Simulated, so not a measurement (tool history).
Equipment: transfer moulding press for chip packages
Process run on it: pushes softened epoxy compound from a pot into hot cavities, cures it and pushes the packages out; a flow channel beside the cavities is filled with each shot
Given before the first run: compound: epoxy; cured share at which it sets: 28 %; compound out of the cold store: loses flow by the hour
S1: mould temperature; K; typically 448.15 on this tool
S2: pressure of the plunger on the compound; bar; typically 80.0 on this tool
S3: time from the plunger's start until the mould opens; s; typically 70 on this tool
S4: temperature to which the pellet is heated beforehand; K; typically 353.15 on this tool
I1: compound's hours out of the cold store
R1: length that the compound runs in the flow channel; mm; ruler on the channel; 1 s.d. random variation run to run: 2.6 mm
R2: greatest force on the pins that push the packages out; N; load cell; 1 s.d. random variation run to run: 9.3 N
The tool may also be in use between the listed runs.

| run | hour | S1 | S2 | S3 | S4 | I1 | R1 | R2 |
|---|---|---|---|---|---|---|---|---|
| 1 | 0.0 | 448.15 | 80.0 | 70 | 353.15 | 35.2 | 585 | 768 |
|  | 5.6 | cavities cleaned with cleaning compound and waxed |
| 2 | 7.8 | 448.15 | 80.0 | 70 | 354.15 | 35.8 | 584 | 455 |
| 3 | 15.5 | 448.15 | 80.0 | 70 | 354.15 | 38.1 | 577 | 500 |
| 4 | 21.6 | 448.15 | 80.0 | 70 | 353.15 | 8.6 | 673 | 594 |
| 5 | 31.7 | 448.15 | 94.6 | 70 | 353.15 | 18.6 | 685 | 650 |
| 6 | 39.1 | 449.15 | 80.0 | 70 | 353.15 | 36.8 | 573 | 633 |
| 7 | 43.7 | 448.15 | 80.0 | 70 | 353.15 | 34.9 | 583 | 681 |
| 8 | 53.1 | 448.15 | 80.0 | 72 | 353.15 | 15.0 | 647 | 733 |
| 9 | 59.0 | 448.15 | 80.0 | 72 | 353.15 | 33.9 | 580 | 733 |
| 10 | 66.2 | 448.15 | 80.0 | 57 | 353.15 | 8.7 | 667 | 1474 |
|  | 75.4 | cavities cleaned with cleaning compound and waxed |
| 11 | 78.2 | 448.15 | 80.0 | 57 | 353.15 | 13.5 | 644 | 806 |
| 12 | 84.4 | 448.15 | 80.0 | 70 | 357.15 | 23.9 | 606 | 515 |
| 13 | 91.4 | 448.15 | 80.0 | 70 | 357.15 | 17.4 | 630 | 566 |
| 14 | 101.5 | 448.15 | 80.0 | 70 | 353.15 | 9.6 | 655 | 661 |
| 15 | 106.4 | 448.15 | 80.0 | 70 | 353.15 | 12.1 | 645 | 669 |
| 16 | 112.3 | 448.15 | 80.0 | 70 | 353.15 | 38.4 | 563 | 694 |
| 17 | 118.8 | 444.15 | 80.0 | 70 | 353.15 | 32.2 | 589 | 901 |
| 18 | 123.3 | 444.15 | 80.0 | 70 | 353.15 | 20.5 | 626 | 985 |
| 19 | 127.7 | 455.15 | 80.0 | 70 | 349.15 | 31.3 | 572 | 620 |
| 20 | 135.0 | 445.15 | 80.0 | 70 | 345.15 | 26.7 | 601 | 981 |
| 21 | 139.3 | 456.15 | 89.4 | 61 | 363.15 | 17.3 | 639 | 743 |
|  | 145.6 | cavities cleaned with cleaning compound and waxed |
| 22 | 149.9 | 448.15 | 72.9 | 70 | 345.15 | 35.0 | 540 | 459 |
| 23 | 159.2 | 448.15 | 78.7 | 77 | 353.15 | 26.3 | 593 | 488 |
| 24 | 166.8 | 441.15 | 78.7 | 77 | 358.15 | 16.9 | 634 | 758 |
| 25 | 175.7 | 441.15 | 78.7 | 77 | 358.15 | 8.0 | 659 | 862 |
| 26 | 185.4 | 441.15 | 78.7 | 77 | 358.15 | 36.5 | 567 | 830 |
| 27 | 193.4 | 441.15 | 78.7 | 77 | 358.15 | 10.3 | 653 | 950 |
| 28 | 200.1 | 448.15 | 79.3 | 71 | 353.15 | 37.4 | 557 | 753 |
| 29 | 205.1 | 441.15 | 83.6 | 71 | 347.15 | 44.3 | 563 | 1096 |
|  | 215.4 | cavities cleaned with cleaning compound and waxed |
| 30 | 216.0 | 440.15 | 87.6 | 69 | 347.15 | 41.5 | 583 | 711 |

Branching from run 30: 3 alternative next runs. What would each branch give?
| A | 221.4 | 448.15 | 80.0 | 70 | 358.15 | 34.2 | ? | ? |
| B | 221.4 | 440.15 | 77.7 | 69 | 349.15 | 29.9 | ? | ? |
| C | 221.4 | 443.15 | 77.5 | 70 | 348.15 | 25.0 | ? | ? |

| run | R1 | R2 |
|---|---|---|
| A | 564 | 466 |
| B | 588 | 869 |
| C | 593 | 681 |
Stripped of hidden state, with their random variation kept, the same runs would have yielded:
| run | R1 | R2 |
|---|---|---|
| A | 592 | 406 |
| B | 618 | 758 |
| C | 623 | 594 |

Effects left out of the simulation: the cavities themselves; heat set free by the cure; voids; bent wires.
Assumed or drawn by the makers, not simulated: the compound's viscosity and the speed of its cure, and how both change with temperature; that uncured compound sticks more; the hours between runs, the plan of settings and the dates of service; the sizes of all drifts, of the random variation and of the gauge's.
